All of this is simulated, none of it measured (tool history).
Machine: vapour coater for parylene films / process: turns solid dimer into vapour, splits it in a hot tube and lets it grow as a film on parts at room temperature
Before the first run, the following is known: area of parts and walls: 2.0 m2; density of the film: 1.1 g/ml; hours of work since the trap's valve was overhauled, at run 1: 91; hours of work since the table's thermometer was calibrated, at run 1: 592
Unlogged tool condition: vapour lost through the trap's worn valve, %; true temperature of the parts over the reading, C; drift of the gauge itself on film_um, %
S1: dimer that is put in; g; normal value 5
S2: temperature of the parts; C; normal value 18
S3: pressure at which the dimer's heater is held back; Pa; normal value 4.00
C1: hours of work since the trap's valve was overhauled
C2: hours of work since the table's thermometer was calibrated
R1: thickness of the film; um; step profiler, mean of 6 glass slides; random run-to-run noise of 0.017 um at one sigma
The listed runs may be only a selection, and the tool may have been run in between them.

run    hour  S1  S2     S3   C1    C2    R1
  1     0.0   5  18   4.00   91   592  1.57
  2    37.3   5  18   4.00  121   622  1.55
  3    61.7   5  18   4.00  140   641  1.52
  4    98.5   5  18   4.00  169   670  1.49
  5   129.2   5  18  10.36  193   694  1.26
      152.2  -- trap's valve overhauled
  6   167.7   5  18  10.36   12   721  1.39
  7   200.0   5  18   4.00   38   747  1.59
  8   218.9   5  18   4.00   53   762  1.55
  9   236.2   5  18   4.00   66   775  1.56
 10   255.6   5  18   6.03   81   791  1.44
 11   283.6   5  10   6.03  104   813  1.92
 12   314.1   5  10   6.03  128   837  1.91
 13   333.0   5  10   6.03  143   852  1.93
 14   355.2   5  10   6.03  160   869  1.88
 15   381.3   5  10   6.03  181   890  1.90
 16   407.6   5  10   6.03  201   910  1.86
      420.4  -- trap's valve overhauled
 17   437.0   5  21   4.00   13   930  1.45
 18   466.7   5  21   4.00   36   954  1.44
 19   485.6   5  21   4.00   51   969  1.43
 20   503.8   5  21   4.00   66   983  1.39
 21   533.2   5  21   4.00   89  1006  1.40
 22   559.2   5  18   4.00  109  1027  1.56
 23   586.8   5  18   4.00  131  1049  1.52
 24   603.1   5  26   4.00  144  1061  1.13
 25   626.6   5  18   6.29  163  1080  1.41
 26   660.4   5  18   6.29  189  1107  1.41
      690.5  -- trap's valve overhauled
 27   693.2   5  18   6.29    2  1129  1.51
 28   717.5   5  18   6.29   21  1148  1.52
 29   745.9   5  18   6.29   44  1171  1.50
 30   766.5   9  16   3.36   60  1187  3.11
 31   782.7   9  16   3.36   73  1200  3.10
 32   802.2   8  19   8.36   88  1215  2.16
 33   819.0   8  19   8.36  101  1228  2.12
 34   837.5   4  14   4.00  116  1243  1.42
 35   871.3   4  14   4.00  143  1270  1.40
 36   898.4   4  14   4.00  164  1291  1.40
 37   936.5   4  14   4.00  194  1321  1.38
      958.9  -- trap's valve overhauled
 38   972.3   2  23   4.00   11  1346  0.53
 39   989.8   4  13   2.84   24  1360  1.62
 40  1021.0   4  13   2.84   49  1385  1.61
 41  1037.8   3  17   3.04   62  1398  1.05
 42  1057.3   5  18   2.16   78  1413  1.74
 43  1094.6   5  18   2.16  107  1443  1.71
 44  1121.8   5  18   2.16  128  1464  1.71
 45  1148.4   4  24   4.00  149  1485  0.95
 46  1180.7   2  21   2.04  175  1511  0.61

Below are 3 alternative next runs, each starting from the tool's condition after run 46. Predict each:
  A  1218.2   6  21  2.04  204  1540   ?
  B  1218.2   8  18  2.37  204  1540   ?
  C  1218.2   2  15  2.04  204  1540   ?

run    R1
  A  1.77
  B  2.57
  C  0.70
Had the tool no hidden state, the same runs would have come out as:
run    R1
  A  1.92
  B  2.79
  C  0.76

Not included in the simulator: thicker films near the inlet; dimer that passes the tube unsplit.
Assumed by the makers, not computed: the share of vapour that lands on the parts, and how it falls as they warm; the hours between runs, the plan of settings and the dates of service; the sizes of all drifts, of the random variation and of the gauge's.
